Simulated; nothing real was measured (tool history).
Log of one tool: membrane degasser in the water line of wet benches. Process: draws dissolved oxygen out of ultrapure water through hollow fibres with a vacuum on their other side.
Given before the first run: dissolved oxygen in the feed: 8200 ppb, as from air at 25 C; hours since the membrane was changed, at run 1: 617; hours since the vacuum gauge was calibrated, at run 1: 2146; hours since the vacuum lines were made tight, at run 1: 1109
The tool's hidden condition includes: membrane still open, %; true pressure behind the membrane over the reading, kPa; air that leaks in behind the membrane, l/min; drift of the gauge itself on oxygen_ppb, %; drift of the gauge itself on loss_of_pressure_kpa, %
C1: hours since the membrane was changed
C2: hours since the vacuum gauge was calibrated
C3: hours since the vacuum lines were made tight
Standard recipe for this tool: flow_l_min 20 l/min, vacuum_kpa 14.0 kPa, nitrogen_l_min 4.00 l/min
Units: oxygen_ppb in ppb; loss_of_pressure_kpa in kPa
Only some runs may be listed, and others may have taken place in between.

Run 1, hour 0.0: usual settings; C1 617; C2 2146; C3 1109. Result: oxygen_ppb 171.6 ppb, loss_of_pressure_kpa 34.06 kPa.
Run 2, hour 67.6: usual settings but flow_l_min 21 l/min; C1 684; C2 2213; C3 1177. Result: oxygen_ppb 185.9 ppb, loss_of_pressure_kpa 35.73 kPa.
Run 3, hour 117.5: usual settings but flow_l_min 21 l/min; C1 734; C2 2263; C3 1227. Result: oxygen_ppb 182.0 ppb, loss_of_pressure_kpa 35.22 kPa.
Run 4, hour 185.4: usual settings but flow_l_min 21 l/min; C1 802; C2 2331; C3 1295. Result: oxygen_ppb 182.4 ppb, loss_of_pressure_kpa 35.67 kPa.
Run 5, hour 238.2: usual settings but flow_l_min 21 l/min; C1 855; C2 2384; C3 1347. Result: oxygen_ppb 183.0 ppb, loss_of_pressure_kpa 35.69 kPa.
Run 6, hour 294.4: usual settings but flow_l_min 21 l/min; C1 911; C2 2440; C3 1404. Result: oxygen_ppb 182.7 ppb, loss_of_pressure_kpa 35.92 kPa.
Run 7, hour 329.1: usual settings but flow_l_min 14 l/min; C1 946; C2 2475; C3 1438. Result: oxygen_ppb 107.2 ppb, loss_of_pressure_kpa 24.01 kPa.
Run 8, hour 379.1: usual settings but vacuum_kpa 14.7 kPa; C1 996; C2 2525; C3 1488. Result: oxygen_ppb 179.7 ppb, loss_of_pressure_kpa 34.14 kPa.
Run 9, hour 434.2: usual settings; C1 1051; C2 2580; C3 1543. Result: oxygen_ppb 171.4 ppb, loss_of_pressure_kpa 34.32 kPa.
Run 10, hour 470.3: usual settings but vacuum_kpa 24.8 kPa; C1 1087; C2 2616; C3 1580. Result: oxygen_ppb 296.6 ppb, loss_of_pressure_kpa 34.10 kPa.
Run 11, hour 536.0: usual settings but vacuum_kpa 24.8 kPa; C1 1153; C2 2682; C3 1645. Result: oxygen_ppb 292.7 ppb, loss_of_pressure_kpa 34.64 kPa.
Run 12, hour 596.6: usual settings but vacuum_kpa 24.8 kPa; C1 1213; C2 2742; C3 1706. Result: oxygen_ppb 295.4 ppb, loss_of_pressure_kpa 34.38 kPa.
Run 13, hour 640.1: usual settings but vacuum_kpa 24.8 kPa; C1 1257; C2 2786; C3 1749. Result: oxygen_ppb 295.5 ppb, loss_of_pressure_kpa 34.53 kPa.
Run 14, hour 694.2: usual settings but vacuum_kpa 24.8 kPa; C1 1311; C2 2840; C3 1803. Result: oxygen_ppb 298.5 ppb, loss_of_pressure_kpa 34.54 kPa.
Run 15, hour 736.8: usual settings but flow_l_min 14 l/min, vacuum_kpa 17.3 kPa; C1 1353; C2 2883; C3 1846. Result: oxygen_ppb 134.7 ppb, loss_of_pressure_kpa 23.78 kPa.
Run 16, hour 775.2: usual settings but flow_l_min 14 l/min, vacuum_kpa 17.3 kPa; C1 1392; C2 2921; C3 1884. Result: oxygen_ppb 134.4 ppb, loss_of_pressure_kpa 24.26 kPa.
Run 17, hour 809.4: usual settings but flow_l_min 18 l/min, vacuum_kpa 11.6 kPa; C1 1426; C2 2955; C3 1919. Result: oxygen_ppb 120.9 ppb, loss_of_pressure_kpa 31.27 kPa.
Run 18, hour 861.7: usual settings but vacuum_kpa 23.7 kPa; C1 1478; C2 3007; C3 1971. Result: oxygen_ppb 283.6 ppb, loss_of_pressure_kpa 34.60 kPa.
Run 19, hour 892.9: usual settings but vacuum_kpa 23.7 kPa; C1 1510; C2 3039; C3 2002. Result: oxygen_ppb 281.9 ppb, loss_of_pressure_kpa 34.75 kPa.
Run 20, hour 928.7: usual settings but nitrogen_l_min 7.32 l/min; C1 1545; C2 3074; C3 2038. Result: oxygen_ppb 115.8 ppb, loss_of_pressure_kpa 34.76 kPa.
Run 21, hour 964.6: usual settings but flow_l_min 16 l/min, vacuum_kpa 26.5 kPa, nitrogen_l_min 2.79 l/min; C1 1581; C2 3110; C3 2074. Result: oxygen_ppb 337.1 ppb, loss_of_pressure_kpa 27.77 kPa.
Run 22, hour 1013.1: usual settings but flow_l_min 16 l/min, vacuum_kpa 26.5 kPa, nitrogen_l_min 2.79 l/min; C1 1630; C2 3159; C3 2122. Result: oxygen_ppb 335.8 ppb, loss_of_pressure_kpa 27.61 kPa.
Run 23, hour 1044.2: usual settings but flow_l_min 32 l/min, vacuum_kpa 23.6 kPa, nitrogen_l_min 10.94 l/min; C1 1661; C2 3190; C3 2153. Result: oxygen_ppb 274.6 ppb, loss_of_pressure_kpa 55.19 kPa.
Run 24, hour 1074.9: usual settings but flow_l_min 32 l/min, vacuum_kpa 23.6 kPa, nitrogen_l_min 10.94 l/min; C1 1692; C2 3221; C3 2184. Result: oxygen_ppb 277.5 ppb, loss_of_pressure_kpa 55.93 kPa.
Run 25, hour 1110.3: usual settings but flow_l_min 32 l/min, vacuum_kpa 23.6 kPa, nitrogen_l_min 10.94 l/min; C1 1727; C2 3256; C3 2220. Result: oxygen_ppb 276.0 ppb, loss_of_pressure_kpa 55.56 kPa.
At hour 1153.1: gauge calibrated.
Run 26, hour 1161.3: usual settings but flow_l_min 32 l/min, vacuum_kpa 23.6 kPa, nitrogen_l_min 10.94 l/min; C1 1778; C2 3307; C3 2271. Result: oxygen_ppb 276.4 ppb, loss_of_pressure_kpa 54.13 kPa.
Run 27, hour 1193.9: usual settings but flow_l_min 32 l/min, vacuum_kpa 23.6 kPa, nitrogen_l_min 10.94 l/min; C1 1811; C2 3340; C3 2303. Result: oxygen_ppb 278.1 ppb, loss_of_pressure_kpa 53.80 kPa.

Here are 5 independent what-if runs from the current tool condition. What would each one return?
Run A, hour 1227.3: usual settings but flow_l_min 13 l/min, vacuum_kpa 10.5 kPa, nitrogen_l_min 9.10 l/min; C1 1844; C2 3373; C3 2337. Result: oxygen_ppb ?, loss_of_pressure_kpa ?.
Run B, hour 1227.3: usual settings but flow_l_min 26 l/min, vacuum_kpa 16.2 kPa; C1 1844; C2 3373; C3 2337. Result: oxygen_ppb ?, loss_of_pressure_kpa ?.
Run C, hour 1227.3: usual settings but flow_l_min 15 l/min, vacuum_kpa 22.4 kPa, nitrogen_l_min 10.94 l/min; C1 1844; C2 3373; C3 2337. Result: oxygen_ppb ?, loss_of_pressure_kpa ?.
Run D, hour 1227.3: usual settings but vacuum_kpa 14.9 kPa, nitrogen_l_min 2.36 l/min; C1 1844; C2 3373; C3 2337. Result: oxygen_ppb ?, loss_of_pressure_kpa ?.
Run E, hour 1227.3: usual settings but flow_l_min 27 l/min, nitrogen_l_min 5.64 l/min; C1 1844; C2 3373; C3 2337. Result: oxygen_ppb ?, loss_of_pressure_kpa ?.

run  oxygen_ppb  loss_of_pressure_kpa
  A        37.7                 21.95
  B       282.3                 43.86
  C        83.5                 25.53
  D       267.0                 34.14
  E       213.7                 45.75
Without the tool's unlogged condition, the same runs would have read:
run  oxygen_ppb  loss_of_pressure_kpa
  A        37.6                 21.90
  B       282.0                 43.77
  C        83.3                 25.48
  D       266.7                 34.06
  E       213.4                 45.65

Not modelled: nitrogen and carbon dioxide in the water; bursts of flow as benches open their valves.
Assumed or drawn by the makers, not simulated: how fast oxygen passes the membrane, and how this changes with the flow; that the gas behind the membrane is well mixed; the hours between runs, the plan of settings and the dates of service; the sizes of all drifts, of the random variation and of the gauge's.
